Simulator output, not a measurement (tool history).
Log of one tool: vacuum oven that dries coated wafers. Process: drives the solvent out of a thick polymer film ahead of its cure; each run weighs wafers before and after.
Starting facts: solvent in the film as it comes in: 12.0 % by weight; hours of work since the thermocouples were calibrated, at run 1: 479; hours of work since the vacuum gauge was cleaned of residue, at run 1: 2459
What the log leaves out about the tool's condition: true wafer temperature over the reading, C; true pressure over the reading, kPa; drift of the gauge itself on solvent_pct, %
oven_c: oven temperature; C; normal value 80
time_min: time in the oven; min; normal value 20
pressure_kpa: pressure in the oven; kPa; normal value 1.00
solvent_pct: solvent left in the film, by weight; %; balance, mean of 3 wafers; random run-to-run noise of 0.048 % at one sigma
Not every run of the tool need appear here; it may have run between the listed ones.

run,day,oven_c,time_min,pressure_kpa,hours of work since the thermocouples were calibrated,hours of work since the vacuum gauge was cleaned of residue,solvent_pct
1,0.000,80,20,1.00,479,2459,2.02
2,3.846,80,20,1.00,530,2510,2.01
3,7.712,80,12,1.00,582,2561,3.11
4,12.329,80,19,1.00,643,2623,2.02
5,15.167,80,20,1.00,681,2660,2.05
6,17.592,80,20,1.00,713,2693,2.01
7,19.842,80,20,1.00,743,2723,2.03
8,22.342,80,20,1.19,776,2756,2.17
# day 24.492: oven's thermocouples calibrated
9,25.183,80,20,1.19,9,2792,2.10
10,28.538,76,20,1.00,54,2837,2.59
11,31.246,76,20,1.00,90,2873,2.59
12,35.867,80,20,1.00,151,2935,1.93
# day 39.017: oven's thermocouples calibrated, once more
13,40.546,80,11,1.00,20,2996,3.67
14,44.450,80,20,2.97,72,3048,3.88
# day 46.925: vacuum gauge cleaned of residue and calibrated
15,48.521,80,20,2.97,125,21,3.26
16,53.225,80,20,1.00,188,84,1.63
17,55.150,80,20,1.00,214,109,1.49
18,59.471,80,20,1.00,271,167,1.60
19,63.358,80,20,1.00,323,218,1.50
20,66.567,80,20,1.00,365,261,1.59
21,68.871,83,20,1.00,396,292,1.21
22,71.804,83,20,1.00,435,331,1.16
23,76.017,83,10,1.00,491,387,2.59
24,79.408,84,11,2.06,536,432,2.73
25,83.800,91,20,1.00,595,490,0.73
26,86.700,91,20,1.00,633,529,0.67
27,90.858,93,16,0.78,688,584,0.60
28,94.525,93,16,0.78,737,633,0.51
29,96.962,71,34,0.94,770,665,1.93
30,99.396,71,29,0.55,802,698,1.79
# day 99.858: oven's thermocouples calibrated
31,102.596,71,29,0.55,36,739,1.98
32,107.317,68,31,2.02,99,802,4.21
33,111.454,87,31,1.11,154,857,0.93
34,115.529,91,31,1.11,208,911,0.82
35,120.038,91,31,1.11,268,971,0.66
36,123.479,88,13,0.95,314,1017,1.23
37,126.458,90,20,1.00,354,1056,0.80
38,130.779,66,20,1.10,411,1114,4.73
39,133.004,66,20,1.10,441,1143,4.76
40,137.138,89,24,1.00,496,1198,0.90
41,139.621,94,21,1.00,529,1231,0.71
42,143.646,80,26,2.18,582,1285,2.34
43,147.229,80,26,2.18,630,1332,2.26
44,151.225,80,26,2.18,683,1385,2.39
45,155.788,80,26,2.18,744,1446,2.30
# day 160.596: oven's thermocouples calibrated
46,160.596,84,19,1.89,0,1509,2.27

Here are 3 independent what-if runs from the current tool condition. What would each one return?
A,165.042,80,21,2.41,59,1568,?
B,165.042,76,21,1.05,59,1568,?
C,165.042,71,11,0.72,59,1568,?

run,solvent_pct
A,2.98
B,2.65
C,5.58
With the hidden condition removed and each run's random variation left untouched, the same runs would have given:
run,solvent_pct
A,2.63
B,2.25
C,5.24
